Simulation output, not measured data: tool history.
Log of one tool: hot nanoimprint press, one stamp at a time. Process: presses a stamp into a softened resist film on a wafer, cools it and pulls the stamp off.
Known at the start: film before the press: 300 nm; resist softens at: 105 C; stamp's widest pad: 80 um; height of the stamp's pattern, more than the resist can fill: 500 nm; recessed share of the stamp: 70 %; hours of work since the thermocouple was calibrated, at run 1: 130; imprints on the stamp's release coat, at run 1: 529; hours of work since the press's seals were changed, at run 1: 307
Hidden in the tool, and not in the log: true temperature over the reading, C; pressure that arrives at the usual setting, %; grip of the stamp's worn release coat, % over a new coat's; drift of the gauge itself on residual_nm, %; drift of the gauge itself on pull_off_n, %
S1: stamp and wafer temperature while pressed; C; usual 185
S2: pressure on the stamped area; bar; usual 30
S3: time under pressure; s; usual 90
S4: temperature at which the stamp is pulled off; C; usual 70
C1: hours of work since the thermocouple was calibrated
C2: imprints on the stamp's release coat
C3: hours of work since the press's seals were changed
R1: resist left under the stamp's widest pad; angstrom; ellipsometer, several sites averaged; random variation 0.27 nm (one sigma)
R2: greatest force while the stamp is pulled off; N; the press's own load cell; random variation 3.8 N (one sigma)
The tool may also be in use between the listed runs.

run	hour	S1	S2	S3	S4	C1	C2	C3	R1	R2
1	0.0	185	30	90	70	130	529	307	1473	212
2	16.6	185	30	90	70	141	613	317	1475	226
# hour 32.2: stamp cleaned and given a new release coat
3	42.7	185	30	90	60	154	52	331	1476	242
4	61.7	185	30	90	60	166	148	343	1472	236
5	82.1	185	30	90	60	179	251	356	1473	253
6	101.4	185	30	90	60	192	349	369	1472	256
7	115.0	185	30	98	60	201	417	378	1434	276
8	128.4	185	30	98	60	210	485	386	1432	262
9	141.2	185	30	98	60	218	550	395	1438	275
10	158.0	187	30	98	60	229	634	406	1362	281
# hour 169.1: stamp cleaned and given a new release coat
11	175.2	185	30	67	70	236	31	413	1617	183
# hour 180.0: plate thermocouple calibrated
12	187.4	185	30	90	70	5	77	419	1468	184

Run 13 comes next. What will it give?
13	199.4	185	30	90	70	13	138	427	?	?

R1: 1472 angstrom
R2: 187 N
Without the tool's hidden state the same run would have given R1 1465 angstrom, R2 181 N.

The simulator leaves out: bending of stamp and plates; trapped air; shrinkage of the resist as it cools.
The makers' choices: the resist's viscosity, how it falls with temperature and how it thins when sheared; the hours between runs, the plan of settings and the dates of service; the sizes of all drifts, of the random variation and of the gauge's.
